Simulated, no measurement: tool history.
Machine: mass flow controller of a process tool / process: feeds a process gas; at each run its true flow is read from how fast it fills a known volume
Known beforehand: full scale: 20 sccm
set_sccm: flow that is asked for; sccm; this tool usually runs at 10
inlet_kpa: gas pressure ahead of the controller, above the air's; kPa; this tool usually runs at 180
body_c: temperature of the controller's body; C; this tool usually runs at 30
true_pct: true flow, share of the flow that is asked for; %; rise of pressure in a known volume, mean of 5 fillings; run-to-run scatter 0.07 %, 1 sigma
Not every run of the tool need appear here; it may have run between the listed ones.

run 1 hour=0.0 | set_sccm=10 inlet_kpa=180 body_c=30 | true_pct=98.01
run 2 hour=76.5 | set_sccm=10 inlet_kpa=180 body_c=30 | true_pct=97.88
run 3 hour=198.7 | set_sccm=10 inlet_kpa=180 body_c=30 | true_pct=97.83
run 4 hour=372.4 | set_sccm=10 inlet_kpa=180 body_c=30 | true_pct=97.80
run 5 hour=475.7 | set_sccm=10 inlet_kpa=180 body_c=29 | true_pct=97.75
run 6 hour=620.3 | set_sccm=10 inlet_kpa=180 body_c=30 | true_pct=97.54
run 7 hour=779.8 | set_sccm=10 inlet_kpa=180 body_c=31 | true_pct=97.12
run 8 hour=934.1 | set_sccm=10 inlet_kpa=180 body_c=31 | true_pct=97.08
run 9 hour=1099.0 | set_sccm=4 inlet_kpa=180 body_c=30 | true_pct=96.08
run 10 hour=1189.1 | set_sccm=4 inlet_kpa=180 body_c=30 | true_pct=95.97
run 11 hour=1333.5 | set_sccm=14 inlet_kpa=180 body_c=30 | true_pct=97.48
run 12 hour=1521.2 | set_sccm=14 inlet_kpa=180 body_c=30 | true_pct=97.33
run 13 hour=1707.9 | set_sccm=14 inlet_kpa=180 body_c=30 | true_pct=97.29
run 14 hour=1803.2 | set_sccm=14 inlet_kpa=180 body_c=30 | true_pct=97.22
run 15 hour=1969.2 | set_sccm=9 inlet_kpa=180 body_c=30 | true_pct=96.20
run 16 hour=2118.0 | set_sccm=9 inlet_kpa=180 body_c=30 | true_pct=96.13
run 17 hour=2194.2 | set_sccm=7 inlet_kpa=180 body_c=30 | true_pct=95.74
run 18 hour=2327.4 | set_sccm=10 inlet_kpa=180 body_c=32 | true_pct=95.90
run 19 hour=2415.1 | set_sccm=16 inlet_kpa=180 body_c=32 | true_pct=96.71
run 20 hour=2513.3 | set_sccm=16 inlet_kpa=180 body_c=32 | true_pct=96.82
run 21 hour=2698.9 | set_sccm=6 inlet_kpa=180 body_c=32 | true_pct=94.85
run 22 hour=2799.4 | set_sccm=6 inlet_kpa=180 body_c=32 | true_pct=94.92
run 23 hour=2953.5 | set_sccm=6 inlet_kpa=180 body_c=32 | true_pct=94.62
run 24 hour=3058.1 | set_sccm=10 inlet_kpa=180 body_c=28 | true_pct=95.60
-- hour=3075.8 gauge calibrated
run 25 hour=3182.7 | set_sccm=4 inlet_kpa=180 body_c=32 | true_pct=96.58
run 26 hour=3346.4 | set_sccm=4 inlet_kpa=180 body_c=32 | true_pct=96.59
run 27 hour=3427.5 | set_sccm=4 inlet_kpa=243 body_c=25 | true_pct=96.79
run 28 hour=3515.6 | set_sccm=4 inlet_kpa=243 body_c=25 | true_pct=96.71
run 29 hour=3669.3 | set_sccm=4 inlet_kpa=243 body_c=25 | true_pct=96.61
run 30 hour=3755.7 | set_sccm=10 inlet_kpa=240 body_c=22 | true_pct=97.87
run 31 hour=3883.7 | set_sccm=10 inlet_kpa=254 body_c=22 | true_pct=97.70
run 32 hour=4014.2 | set_sccm=7 inlet_kpa=154 body_c=30 | true_pct=96.74
run 33 hour=4160.3 | set_sccm=7 inlet_kpa=149 body_c=28 | true_pct=96.83
run 34 hour=4333.1 | set_sccm=10 inlet_kpa=180 body_c=37 | true_pct=96.30
run 35 hour=4468.0 | set_sccm=3 inlet_kpa=208 body_c=23 | true_pct=95.95
run 36 hour=4582.8 | set_sccm=3 inlet_kpa=208 body_c=23 | true_pct=96.02
run 37 hour=4763.7 | set_sccm=10 inlet_kpa=198 body_c=35 | true_pct=96.08
run 38 hour=4884.9 | set_sccm=10 inlet_kpa=198 body_c=35 | true_pct=95.94
-- hour=4924.3 gauge calibrated
run 39 hour=4964.5 | set_sccm=12 inlet_kpa=146 body_c=30 | true_pct=98.35
run 40 hour=5051.9 | set_sccm=3 inlet_kpa=155 body_c=23 | true_pct=97.23
-- hour=5226.2 controller's zero set anew
run 41 hour=5241.4 | set_sccm=5 inlet_kpa=199 body_c=37 | true_pct=96.31
run 42 hour=5327.9 | set_sccm=4 inlet_kpa=207 body_c=32 | true_pct=96.26
run 43 hour=5442.8 | set_sccm=2 inlet_kpa=231 body_c=35 | true_pct=95.57
run 44 hour=5555.6 | set_sccm=3 inlet_kpa=231 body_c=35 | true_pct=95.47
run 45 hour=5729.8 | set_sccm=11 inlet_kpa=148 body_c=30 | true_pct=97.62
run 46 hour=5857.9 | set_sccm=11 inlet_kpa=148 body_c=30 | true_pct=97.64
run 47 hour=5956.4 | set_sccm=11 inlet_kpa=148 body_c=30 | true_pct=97.37
run 48 hour=6118.7 | set_sccm=10 inlet_kpa=195 body_c=30 | true_pct=96.93

4 ways to go on from here, each from the tool as it stands after run 48. What would each give?
run A hour=6206.7 | set_sccm=10 inlet_kpa=206 body_c=30 | true_pct=?
run B hour=6206.7 | set_sccm=2 inlet_kpa=191 body_c=22 | true_pct=?
run C hour=6206.7 | set_sccm=3 inlet_kpa=203 body_c=28 | true_pct=?
run D hour=6206.7 | set_sccm=2 inlet_kpa=150 body_c=25 | true_pct=?

run=A true_pct=96.89
run=B true_pct=96.16
run=C true_pct=95.72
run=D true_pct=96.08
With the hidden condition removed and each run's random variation left untouched, the same runs would have given:
run=A true_pct=97.91
run=B true_pct=97.18
run=C true_pct=96.73
run=D true_pct=97.10

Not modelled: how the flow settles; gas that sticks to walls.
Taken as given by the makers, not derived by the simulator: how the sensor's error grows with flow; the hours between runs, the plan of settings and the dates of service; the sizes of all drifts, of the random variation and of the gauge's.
